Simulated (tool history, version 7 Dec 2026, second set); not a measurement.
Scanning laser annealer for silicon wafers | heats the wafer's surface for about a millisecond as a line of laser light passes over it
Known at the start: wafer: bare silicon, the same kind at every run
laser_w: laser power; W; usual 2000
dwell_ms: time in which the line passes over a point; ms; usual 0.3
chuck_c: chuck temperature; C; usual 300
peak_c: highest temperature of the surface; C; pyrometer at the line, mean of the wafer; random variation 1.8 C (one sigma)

| run | hour | laser_w | dwell_ms | chuck_c | peak_c |
|---|---|---|---|---|---|
| 1 | 0 | 2000 | 0.3 | 300 | 1006 |
| 2 | 7.7 | 2000 | 0.3 | 300 | 1008 |
| 3 | 17.9 | 2000 | 0.3 | 300 | 1006 |
| 4 | 23.7 | 2000 | 0.3 | 300 | 1006 |
| 5 | 35.9 | 1813 | 0.3 | 300 | 930 |
| 6 | 41.1 | 1813 | 0.3 | 300 | 929 |
| 7 | 50.4 | 1813 | 0.3 | 300 | 931 |
| 8 | 58.7 | 2000 | 0.3 | 300 | 1006 |
| 9 | 70.2 | 2000 | 0.3 | 300 | 1006 |
| 10 | 80.7 | 2025 | 0.3 | 300 | 1017 |
| 11 | 90.3 | 2025 | 0.3 | 300 | 1017 |
| 12 | 97.2 | 2025 | 0.327 | 311 | 1056 |
| 13 | 106.8 | 2025 | 0.327 | 311 | 1053 |
| 14 | 117.8 | 2041 | 0.36 | 311 | 1094 |
| 15 | 125.2 | 2041 | 0.23 | 308 | 950 |
| 16 | 135.7 | 2088 | 0.326 | 300 | 1068 |
| 17 | 144.6 | 2088 | 0.326 | 300 | 1071 |
| 18 | 152.5 | 1932 | 0.285 | 264 | 923 |
| 19 | 163 | 1932 | 0.35 | 303 | 1030 |
| 20 | 174.4 | 1932 | 0.35 | 303 | 1024 |
| 21 | 186.4 | 2059 | 0.35 | 291 | 1068 |

3 ways to go on from here, each from the tool as it stands after run 21. What would each give?
| A | 191.6 | 2038 | 0.303 | 322 | ? |
| B | 191.6 | 2186 | 0.349 | 334 | ? |
| C | 191.6 | 2164 | 0.321 | 300 | ? |

| run | peak_c |
|---|---|
| A | 1045 |
| B | 1168 |
| C | 1094 |
Without the tool's hidden state the same runs would have given:
| run | peak_c |
|---|---|
| A | 1065 |
| B | 1192 |
| C | 1116 |
